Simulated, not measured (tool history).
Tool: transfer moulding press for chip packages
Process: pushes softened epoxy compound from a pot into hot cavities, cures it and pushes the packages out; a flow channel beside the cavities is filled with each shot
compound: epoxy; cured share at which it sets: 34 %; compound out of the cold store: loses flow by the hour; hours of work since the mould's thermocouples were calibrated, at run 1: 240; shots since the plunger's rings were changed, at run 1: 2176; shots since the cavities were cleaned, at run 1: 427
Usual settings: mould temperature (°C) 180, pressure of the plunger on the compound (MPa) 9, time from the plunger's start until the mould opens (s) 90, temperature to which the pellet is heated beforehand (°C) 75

run	hour	mould temperature (°C)	pressure of the plunger on the compound (MPa)	time from the plunger's start until the mould opens (s)	temperature to which the pellet is heated beforehand (°C)	hours of work since the mould's thermocouples were calibrated	shots since the plunger's rings were changed	shots since the cavities were cleaned	incoming compound's hours out of the cold store	length that the compound runs in the flow channel (mm)	greatest force on the pins that push the packages out (N)
1	0	180	9	90	75	240	2176	427	41.5	873	888
2	8.7	180	9	74	75	245	2289	540	21.2	973	1518
3	28.5	180	9	74	75	257	2547	798	43.5	859	1447
# hour 36.4: cavities cleaned with cleaning compound and waxed
4	46.2	180	9	74	75	267	2758	127	24.2	950	1085
5	65.8	180	9	74	77	279	3014	383	13.6	1009	1387
6	82.5	180	9	90	75	289	3230	599	10.3	1031	1013
7	96.6	180	9	90	75	297	3415	784	35.2	891	1054
# hour 106.2: cavities cleaned with cleaning compound and waxed
8	108.1	180	9	90	75	303	3544	25	26.6	936	565
9	127.6	180	9	90	75	315	3798	279	44.9	849	766
10	139.4	180	9	108	75	322	3952	433	16.4	983	768
11	159.2	180	7.72	108	75	334	4209	690	14.4	921	882
12	171	180	7.72	108	75	341	4363	844	19.6	886	884
# hour 175.3: cavities cleaned with cleaning compound and waxed
13	186	183	9	90	75	349	4539	139	42.8	840	607
14	195.3	183	8.37	90	75	355	4660	260	41.5	812	712
15	205	183	8.37	90	75	361	4787	387	45.9	788	784
16	218.3	174	10.21	82	82	369	4959	559	41	924	1481
17	235	174	10.21	82	82	379	5177	777	23.8	1006	1741
# hour 244.1: cavities cleaned with cleaning compound and waxed
18	249.4	180	6.89	120	71	387	5344	68	31.1	784	539
# hour 257.1: plunger's sealing rings changed
19	272.5	174	10.43	120	71	399	201	337	13.6	1144	751
20	291.5	176	8.84	120	71	411	448	584	26.4	971	862
21	307	185	9.5	90	73	420	649	785	28	960	920
# hour 315.9: cavities cleaned with cleaning compound and waxed
22	325.7	185	9.5	90	73	430	873	127	35.2	922	601
23	343.2	186	7.6	99	73	441	1102	356	35.8	823	705
24	358	181	8.32	105	84	450	1294	548	43.2	829	811
25	375.5	178	8.95	93	75	460	1522	776	43.6	876	1013
# hour 386: cavities cleaned with cleaning compound and waxed
26	393.3	176	9.1	93	75	470	1734	95	46.6	870	696
27	408.7	177	7.9	93	66	479	1935	296	29.2	890	916

Some steps in length that the compound runs in the flow channel (mm) between neighbouring runs. How much of each would the tool show without its hidden state too (settings, what came in, random variation), and how much is left for the hidden state, with any gauge scatter that isn't in both results?
The hidden state here: true mould temperature over the reading, C; pressure that reaches the compound, % of what is set; grip of the stained cavities, % over clean ones'; drift of the gauge itself on flow_mm, %; drift of the gauge itself on push_out_n, %.
Run 17 -> 18: mould temperature (°C) 174 -> 180, pressure of the plunger on the compound (MPa) 10.21 -> 6.89, time from the plunger's start until the mould opens (s) 82 -> 120, temperature to which the pellet is heated beforehand (°C) 82 -> 71, cavities cleaned with cleaning compound and waxed. length that the compound runs in the flow channel (mm) -222: hidden state +11, all else -233.
Run 18 -> 19: mould temperature (°C) 180 -> 174, pressure of the plunger on the compound (MPa) 6.89 -> 10.43, plunger's sealing rings changed. length that the compound runs in the flow channel (mm) +360: hidden state +38, all else +322.

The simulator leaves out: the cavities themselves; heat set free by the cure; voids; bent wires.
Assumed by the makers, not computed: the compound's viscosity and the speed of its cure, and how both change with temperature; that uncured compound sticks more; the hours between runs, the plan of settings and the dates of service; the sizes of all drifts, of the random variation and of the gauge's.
